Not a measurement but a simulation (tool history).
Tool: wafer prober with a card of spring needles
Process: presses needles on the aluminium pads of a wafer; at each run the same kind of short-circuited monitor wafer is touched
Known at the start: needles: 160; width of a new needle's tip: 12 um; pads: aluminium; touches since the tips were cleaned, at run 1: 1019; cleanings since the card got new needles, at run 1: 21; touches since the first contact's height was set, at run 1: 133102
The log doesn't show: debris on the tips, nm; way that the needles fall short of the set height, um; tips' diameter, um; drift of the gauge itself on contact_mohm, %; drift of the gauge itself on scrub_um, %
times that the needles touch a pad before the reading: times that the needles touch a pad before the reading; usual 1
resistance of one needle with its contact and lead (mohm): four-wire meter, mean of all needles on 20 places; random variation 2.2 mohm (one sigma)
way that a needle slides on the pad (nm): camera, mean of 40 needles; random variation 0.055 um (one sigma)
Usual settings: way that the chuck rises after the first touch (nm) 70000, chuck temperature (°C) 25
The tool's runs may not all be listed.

| run | hour | way that the chuck rises after the first touch (nm) | chuck temperature (°C) | times that the needles touch a pad before the reading | touches since the tips were cleaned | cleanings since the card got new needles | touches since the first contact's height was set | resistance of one needle with its contact and lead (mohm) | way that a needle slides on the pad (nm) |
|---|---|---|---|---|---|---|---|---|---|
| 1 | 0.0 | 70000 | 25 | 1 | 1019 | 21 | 133102 | 282 | 17630 |
|  | 20.6 | tips cleaned on abrasive film |
| 2 | 40.7 | 70000 | 25 | 1 | 5180 | 22 | 143554 | 321 | 17700 |
|  | 43.9 | tips cleaned on abrasive film |
|  | 68.3 | tips cleaned on abrasive film |
| 3 | 79.2 | 70000 | 25 | 1 | 2816 | 24 | 153426 | 312 | 17570 |
|  | 91.6 | tips cleaned on abrasive film |
|  | 116.7 | tips cleaned on abrasive film |
| 4 | 121.5 | 70000 | 25 | 1 | 1253 | 26 | 164286 | 285 | 17520 |
|  | 126.1 | height of the first contact set anew |
|  | 141.3 | tips cleaned on abrasive film |
| 5 | 151.0 | 70000 | 25 | 1 | 2506 | 27 | 6409 | 314 | 17130 |
|  | 167.2 | tips cleaned on abrasive film |
| 6 | 181.6 | 70000 | 25 | 1 | 3726 | 28 | 14270 | 322 | 17020 |
|  | 191.2 | tips cleaned on abrasive film |
|  | 216.9 | tips cleaned on abrasive film |
| 7 | 218.8 | 63000 | 25 | 1 | 502 | 30 | 23800 | 272 | 15290 |
|  | 240.6 | tips cleaned on abrasive film |
| 8 | 245.7 | 63000 | 25 | 1 | 1319 | 31 | 30691 | 310 | 15270 |
|  | 264.7 | tips cleaned on abrasive film |
| 9 | 280.6 | 63000 | 25 | 1 | 4089 | 32 | 39654 | 342 | 15130 |
|  | 288.6 | tips cleaned on abrasive film |
|  | 313.1 | tips cleaned on abrasive film |
| 10 | 315.0 | 70000 | 89 | 1 | 470 | 34 | 48465 | 286 | 16880 |
|  | 339.8 | tips cleaned on abrasive film |
| 11 | 342.0 | 85000 | 25 | 1 | 570 | 35 | 55404 | 261 | 20790 |
|  | 363.8 | tips cleaned on abrasive film |
|  | 379.7 | height of the first contact set anew, once more |
| 12 | 379.7 | 63000 | 49 | 3 | 4018 | 36 | 0 | 280 | 16460 |
|  | 390.5 | tips cleaned on abrasive film |
|  | 413.3 | tips cleaned on abrasive film |
| 13 | 415.2 | 63000 | 102 | 2 | 469 | 38 | 9082 | 284 | 16310 |
|  | 436.1 | tips cleaned on abrasive film |
| 14 | 441.4 | 74000 | 62 | 3 | 1371 | 39 | 15819 | 268 | 19330 |
|  | 461.9 | tips cleaned on abrasive film |
|  | 487.9 | tips cleaned on abrasive film |
| 15 | 491.0 | 69000 | 38 | 3 | 813 | 41 | 28558 | 262 | 17930 |
|  | 510.6 | tips cleaned on abrasive film |
|  | 534.8 | tips cleaned on abrasive film |
| 16 | 540.0 | 60000 | 98 | 2 | 1339 | 43 | 41120 | 294 | 15500 |
|  | 558.2 | tips cleaned on abrasive film |
| 17 | 561.3 | 60000 | 98 | 2 | 793 | 44 | 46579 | 292 | 15470 |
|  | 581.2 | tips cleaned on abrasive film |
| 18 | 582.2 | 60000 | 54 | 3 | 263 | 45 | 51949 | 259 | 15350 |
|  | 607.3 | tips cleaned on abrasive film |
| 19 | 616.4 | 82000 | 54 | 3 | 2360 | 46 | 60728 | 263 | 21190 |
|  | 631.3 | tips cleaned on abrasive film |
|  | 654.2 | tips cleaned on abrasive film |
| 20 | 654.2 | 70000 | 31 | 1 | 0 | 48 | 70416 | 250 | 17850 |
|  | 677.3 | tips cleaned on abrasive film |
| 21 | 694.9 | 70000 | 31 | 1 | 4538 | 49 | 80880 | 330 | 17900 |
|  | 702.5 | tips cleaned on abrasive film |
| 22 | 721.7 | 56000 | 34 | 2 | 4945 | 50 | 87753 | 318 | 14230 |

The same runs without the tool's hidden state, with the same run-to-run variation:
| run | resistance of one needle with its contact and lead (mohm) | way that a needle slides on the pad (nm) |
|---|---|---|
| 1 | 244 | 18290 |
| 2 | 242 | 18390 |
| 3 | 245 | 18310 |
| 4 | 240 | 18310 |
| 5 | 241 | 18290 |
| 6 | 241 | 18200 |
| 7 | 242 | 16530 |
| 8 | 243 | 16540 |
| 9 | 246 | 16420 |
| 10 | 262 | 18230 |
| 11 | 242 | 22180 |
| 12 | 249 | 16460 |
| 13 | 266 | 16360 |
| 14 | 251 | 19410 |
| 15 | 249 | 18060 |
| 16 | 260 | 15680 |
| 17 | 266 | 15690 |
| 18 | 249 | 15600 |
| 19 | 245 | 21470 |
| 20 | 242 | 18190 |
| 21 | 248 | 18280 |
| 22 | 247 | 14630 |
